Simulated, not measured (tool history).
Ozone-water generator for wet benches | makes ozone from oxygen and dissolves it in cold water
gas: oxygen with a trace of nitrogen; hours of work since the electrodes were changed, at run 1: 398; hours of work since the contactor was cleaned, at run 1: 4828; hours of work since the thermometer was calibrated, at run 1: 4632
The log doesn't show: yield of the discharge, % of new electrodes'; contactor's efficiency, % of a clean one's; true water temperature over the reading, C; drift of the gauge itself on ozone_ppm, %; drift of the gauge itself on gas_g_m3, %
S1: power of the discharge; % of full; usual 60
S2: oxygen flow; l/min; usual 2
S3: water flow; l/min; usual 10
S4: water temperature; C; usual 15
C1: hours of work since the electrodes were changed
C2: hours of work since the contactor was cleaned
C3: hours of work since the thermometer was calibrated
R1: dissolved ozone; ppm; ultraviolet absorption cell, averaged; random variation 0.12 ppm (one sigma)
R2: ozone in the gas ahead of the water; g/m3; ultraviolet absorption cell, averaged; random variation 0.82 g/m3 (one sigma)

| run | hour | S1 | S2 | S3 | S4 | C1 | C2 | C3 | R1 | R2 |
|---|---|---|---|---|---|---|---|---|---|---|
| 1 | 0 | 60 | 2 | 10 | 15 | 398 | 4828 | 4632 | 12.3 | 130.7 |
| 2 | 25.6 | 60 | 2 | 10 | 15 | 418 | 4847 | 4652 | 12.4 | 131 |
| 3 | 61.5 | 60 | 2 | 10 | 15 | 446 | 4875 | 4680 | 12.2 | 130.5 |
| 4 | 101.7 | 60 | 2 | 10 | 15 | 477 | 4907 | 4711 | 12.2 | 131.2 |
| 5 | 119.6 | 60 | 2 | 10 | 10 | 491 | 4920 | 4725 | 12.8 | 129.8 |
| 6 | 158.7 | 60 | 2 | 10 | 10 | 521 | 4951 | 4755 | 13 | 129.8 |
| 7 | 180.3 | 60 | 2 | 10 | 15 | 538 | 4968 | 4772 | 12.3 | 131.5 |
| 8 | 204.7 | 60 | 2 | 10 | 15 | 557 | 4987 | 4791 | 12 | 131.1 |
| 9 | 244.1 | 60 | 2 | 10 | 15 | 587 | 5017 | 4822 | 12.3 | 130.4 |
| 10 | 275.4 | 60 | 2 | 10 | 15 | 612 | 5041 | 4846 | 12.2 | 131.3 |
| 11 | 299.5 | 60 | 2 | 10 | 15 | 630 | 5060 | 4865 | 12.1 | 130.5 |
| 12 | 320 | 60 | 2 | 10 | 15 | 646 | 5076 | 4881 | 12.3 | 129.1 |
| 13 | 354.6 | 60 | 2 | 10 | 15 | 673 | 5103 | 4908 | 12.1 | 130 |
| 14 | 394.1 | 60 | 2 | 10 | 15 | 704 | 5134 | 4938 | 12.2 | 130.3 |
| 15 | 430.1 | 76 | 2 | 10 | 15 | 732 | 5162 | 4966 | 13.9 | 148.4 |
| 16 | 454.2 | 76 | 2 | 10 | 15 | 751 | 5180 | 4985 | 13.9 | 149 |
| 17 | 494.9 | 82 | 3.36 | 6 | 13 | 782 | 5212 | 5017 | 22.9 | 119.6 |
| 18 | 530.4 | 82 | 3.36 | 6 | 13 | 810 | 5239 | 5044 | 22.7 | 120.5 |
| 19 | 557.3 | 82 | 3.36 | 6 | 13 | 831 | 5260 | 5065 | 22.7 | 118.7 |
| 20 | 580.3 | 41 | 2.04 | 14 | 15 | 848 | 5278 | 5083 | 6.9 | 106.2 |
| 21 | 616 | 60 | 2 | 10 | 13 | 876 | 5306 | 5111 | 12.3 | 130.4 |
| 22 | 639.5 | 99 | 2.26 | 10 | 15 | 894 | 5324 | 5129 | 16.4 | 160.5 |
| 23 | 674 | 76 | 2.26 | 6 | 15 | 921 | 5351 | 5156 | 21.7 | 138.8 |
| 24 | 705.8 | 53 | 2.66 | 15 | 15 | 946 | 5376 | 5180 | 7.9 | 107.1 |
| 25 | 733.6 | 60 | 1.27 | 10 | 21 | 967 | 5397 | 5202 | 10.5 | 161.8 |
| 26 | 755.6 | 60 | 1.27 | 10 | 21 | 985 | 5414 | 5219 | 10.6 | 161.6 |
| 27 | 791.5 | 60 | 1.27 | 10 | 21 | 1012 | 5442 | 5247 | 10.4 | 161.6 |
| 28 | 830.5 | 60 | 1.27 | 15 | 21 | 1043 | 5472 | 5277 | 6.8 | 162.9 |
| 29 | 850.7 | 60 | 1.27 | 15 | 21 | 1058 | 5488 | 5293 | 6.9 | 163.3 |
| 30 | 887.8 | 91 | 2 | 10 | 10 | 1087 | 5517 | 5322 | 16.2 | 163.3 |
| 31 | 904.4 | 91 | 2 | 10 | 10 | 1100 | 5530 | 5335 | 16.2 | 165.8 |
| 32 | 942 | 91 | 2 | 10 | 10 | 1129 | 5559 | 5364 | 16.1 | 162.7 |

Forecast each of these 5 alternatives for the next run:
| A | 963.7 | 60 | 1.16 | 11 | 18 | 1146 | 5576 | 5381 | ? | ? |
| B | 963.7 | 91 | 2 | 6 | 10 | 1146 | 5576 | 5381 | ? | ? |
| C | 963.7 | 69 | 2 | 15 | 23 | 1146 | 5576 | 5381 | ? | ? |
| D | 963.7 | 60 | 2 | 10 | 8 | 1146 | 5576 | 5381 | ? | ? |
| E | 963.7 | 70 | 2.78 | 10 | 9 | 1146 | 5576 | 5381 | ? | ? |

| run | R1 | R2 |
|---|---|---|
| A | 9.6 | 170.7 |
| B | 25.3 | 161.6 |
| C | 8.1 | 140.9 |
| D | 13.2 | 130.8 |
| E | 14.9 | 121.1 |
Without the tool's hidden state the same runs would have given:
| run | R1 | R2 |
|---|---|---|
| A | 9.6 | 170.7 |
| B | 25.4 | 161.7 |
| C | 8.1 | 140.9 |
| D | 13.3 | 130.8 |
| E | 14.9 | 121.1 |
